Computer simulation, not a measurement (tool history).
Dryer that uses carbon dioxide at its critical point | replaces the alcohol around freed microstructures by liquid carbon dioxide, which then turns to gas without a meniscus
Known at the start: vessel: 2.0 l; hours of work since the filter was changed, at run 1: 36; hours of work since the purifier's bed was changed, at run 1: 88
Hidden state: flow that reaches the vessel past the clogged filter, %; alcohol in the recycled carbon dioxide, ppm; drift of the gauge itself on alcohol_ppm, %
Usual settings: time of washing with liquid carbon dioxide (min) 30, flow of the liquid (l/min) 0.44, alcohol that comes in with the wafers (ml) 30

run   hour  time of washing with liquid carbon dioxide (min)  flow of the liquid (l/min)  alcohol that comes in with the wafers (ml)  hours of work since the filter was changed  hours of work since the purifier's bed was changed  alcohol left in the vessel before it's heated (ppm by volume)
  1      0                                                30                        0.44                                          30                                          36                                                  88                                                             96
  2   17.3                                                30                       0.614                                          30                                          47                                                  99                                                             35
  3   38.5                                                30                       0.614                                          30                                          61                                                 113                                                             39
  4   53.1                                                30                       0.614                                          30                                          71                                                 123                                                             50
  5   71.9                                                30                       0.614                                          30                                          84                                                 136                                                             53
  6     95                                                30                       0.412                                          30                                          99                                                 151                                                            131
  7  119.7                                                30                       0.412                                          30                                         116                                                 167                                                            141
  8  149.1                                                30                       0.412                                          30                                         135                                                 187                                                            152
  9  180.3                                                30                       0.412                                          30                                         156                                                 208                                                            165
 10  193.5                                                30                       0.412                                          30                                         165                                                 217                                                            163
 11  207.6                                                30                       0.412                                          30                                         174                                                 226                                                            178
 12  239.8                                                30                       0.412                                          30                                         196                                                 247                                                            184
 13  265.3                                                30                       0.412                                         104                                         213                                                 264                                                            491
 14  293.6                                                30                       0.412                                         104                                         231                                                 283                                                            497
 15  325.1                                                30                       0.412                                         104                                         252                                                 304                                                            532
     332.4  -- inlet filter changed
 16  345.9                                                30                        0.44                                          95                                           9                                                 318                                                            270
 17  361.4                                                30                        0.44                                          30                                          19                                                 328                                                            143
 18  387.8                                                30                        0.44                                          30                                          37                                                 345                                                            158
 19    412                                                30                       0.595                                          30                                          53                                                 361                                                            101
 20  443.3                                                30                       0.595                                          30                                          74                                                 382                                                            109
 21  475.4                                                30                       0.595                                          30                                          95                                                 404                                                            121
 22  495.7                                                30                       0.595                                          30                                         109                                                 417                                                            124
 23  526.1                                                29                       0.524                                          22                                         129                                                 438                                                            149
 24  542.7                                                34                       0.394                                          38                                         140                                                 449                                                            197
 25  569.3                                                26                       0.305                                          80                                         158                                                 466                                                           1759
 26  591.4                                                26                       0.305                                          80                                         173                                                 481                                                           1838
 27  623.3                                                26                       0.305                                          80                                         194                                                 502                                                           1886
 28  650.9                                                30                       0.454                                          30                                         212                                                 521                                                            203
 29  673.4                                                30                       0.454                                          30                                         227                                                 536                                                            216
 30  704.7                                                30                        0.44                                          25                                         248                                                 557                                                            217
     718.8  -- inlet filter changed
 31  719.7                                                30                        0.44                                          25                                           1                                                 566                                                            178
 32  734.7                                                30                       0.623                                         110                                          11                                                 576                                                            171
 33  756.4                                                44                       0.403                                          80                                          25                                                 590                                                            174
 34    782                                                44                       0.438                                          80                                          42                                                 607                                                            174
 35  808.4                                                26                       0.508                                          80                                          60                                                 625                                                            326
     831.1  -- purifier's bed changed
 36  840.6                                                26                       0.609                                          21                                          79                                                   6                                                             21
 37  856.3                                                34                       0.425                                          55                                          90                                                  17                                                             84
 38  871.4                                                20                       0.288                                          30                                         100                                                  27                                                           1443
 39  889.9                                                37                       0.373                                          48                                         112                                                  39                                                            105
 40  922.3                                                30                       0.396                                          45                                         134                                                  61                                                            205

Forecast each of these 5 alternatives for the next run:
  A  936.8                                                41                       0.599                                          45                                         143                                                  70                                                              ?
  B  936.8                                                30                        0.44                                          77                                         143                                                  70                                                              ?
  C  936.8                                                26                        0.44                                          29                                         143                                                  70                                                              ?
  D  936.8                                                21                        0.44                                          30                                         143                                                  70                                                              ?
  E  936.8                                                37                       0.721                                          46                                         143                                                  70                                                              ?

run  alcohol left in the vessel before it's heated (ppm by volume)
  A                                                             27
  B                                                            219
  C                                                            168
  D                                                            381
  E                                                             22
Without the tool's hidden state the same runs would have given:
run  alcohol left in the vessel before it's heated (ppm by volume)
  A                                                              9
  B                                                            144
  C                                                            112
  D                                                            287
  E                                                              4
